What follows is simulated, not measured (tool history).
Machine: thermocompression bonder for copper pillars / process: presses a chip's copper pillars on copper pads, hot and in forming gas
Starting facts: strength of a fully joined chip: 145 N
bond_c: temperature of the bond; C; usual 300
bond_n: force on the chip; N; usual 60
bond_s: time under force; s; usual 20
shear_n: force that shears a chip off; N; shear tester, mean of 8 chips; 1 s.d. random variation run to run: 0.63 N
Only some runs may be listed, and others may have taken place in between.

| run | hour | bond_c | bond_n | bond_s | shear_n |
|---|---|---|---|---|---|
| 1 | 0 | 300 | 60 | 20 | 94.1 |
|  | 31.2 | forming gas filter changed |
| 2 | 31.2 | 300 | 67 | 20 | 105.7 |
| 3 | 95.3 | 300 | 67 | 20 | 104.1 |
| 4 | 127.1 | 300 | 60 | 20 | 95.9 |
|  | 158.2 | heater calibrated with a thermocouple chip |
| 5 | 194.3 | 300 | 60 | 20 | 101.2 |
| 6 | 236.2 | 300 | 70 | 20 | 111 |
|  | 276.7 | forming gas filter changed |
| 7 | 291.3 | 300 | 70 | 20 | 113.1 |
| 8 | 320.1 | 300 | 41 | 20 | 78.8 |
|  | 359.1 | force cell calibrated |
| 9 | 364.9 | 319 | 66 | 20 | 121.6 |
| 10 | 404.3 | 319 | 66 | 20 | 121.4 |
| 11 | 455.9 | 319 | 53 | 41 | 124.2 |
| 12 | 509.5 | 272 | 60 | 14 | 70 |
|  | 519.8 | forming gas filter changed |
| 13 | 553 | 271 | 84 | 45 | 119.7 |
| 14 | 582.3 | 327 | 57 | 20 | 119.6 |
| 15 | 641.4 | 327 | 57 | 11 | 104.4 |
| 16 | 671.6 | 321 | 60 | 20 | 116.7 |

What if the next run were any one of these 3? Each begins from the tool's condition after run 16:
| A | 699.5 | 315 | 68 | 28 | ? |
| B | 699.5 | 291 | 65 | 10 | ? |
| C | 699.5 | 324 | 60 | 20 | ? |

| run | shear_n |
|---|---|
| A | 125 |
| B | 82.5 |
| C | 118.8 |
Had the tool no hidden state, the same runs would have come out as:
| run | shear_n |
|---|---|
| A | 130.2 |
| B | 86.9 |
| C | 124 |

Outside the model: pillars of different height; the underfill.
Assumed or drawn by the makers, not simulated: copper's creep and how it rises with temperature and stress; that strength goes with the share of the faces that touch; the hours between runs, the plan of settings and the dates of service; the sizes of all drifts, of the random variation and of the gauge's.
